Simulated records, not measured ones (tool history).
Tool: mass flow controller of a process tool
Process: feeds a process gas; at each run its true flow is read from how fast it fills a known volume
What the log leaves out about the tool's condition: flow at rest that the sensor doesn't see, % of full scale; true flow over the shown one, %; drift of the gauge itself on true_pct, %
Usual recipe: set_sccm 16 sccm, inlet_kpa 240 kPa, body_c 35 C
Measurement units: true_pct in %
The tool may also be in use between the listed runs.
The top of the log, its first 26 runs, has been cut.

run	hour	set_sccm	inlet_kpa	body_c	hours of work since the controller was set to zero	hours of work since the controller was changed	true_pct
27	1596.6	16	240	24	1526	1526	100.3
28	1680.4	16	240	34	1569	1569	100.78
29	1768	16	240	34	1613	1613	100.9
30	1834.2	16	213	35	1646	1646	100.81
31	1880.2	16	240	35	1669	1669	101.26
32	1938.3	16	240	28	1699	1699	101.06
33	1995.6	16	149	35	1727	1727	100.99
34	2048.1	2	148	21	1754	1754	98.57
35	2132.8	2	148	21	1796	1796	98.76
36	2186.5	2	148	21	1824	1824	98.84
37	2240.8	2	205	35	1851	1851	99.76

5 ways to go on from here, each from the tool as it stands after run 37. What would each give?
A	2331.5	2	205	21	1897	1897	?
B	2331.5	9	244	26	1897	1897	?
C	2331.5	10	240	35	1897	1897	?
D	2331.5	16	240	30	1897	1897	?
E	2331.5	5	157	35	1897	1897	?

run	true_pct
A	99.5
B	100.88
C	101.29
D	101.78
E	100.22
Without the tool's unlogged condition, the same runs would have read:
run	true_pct
A	97.6
B	98.96
C	99.35
D	99.84
E	98.31
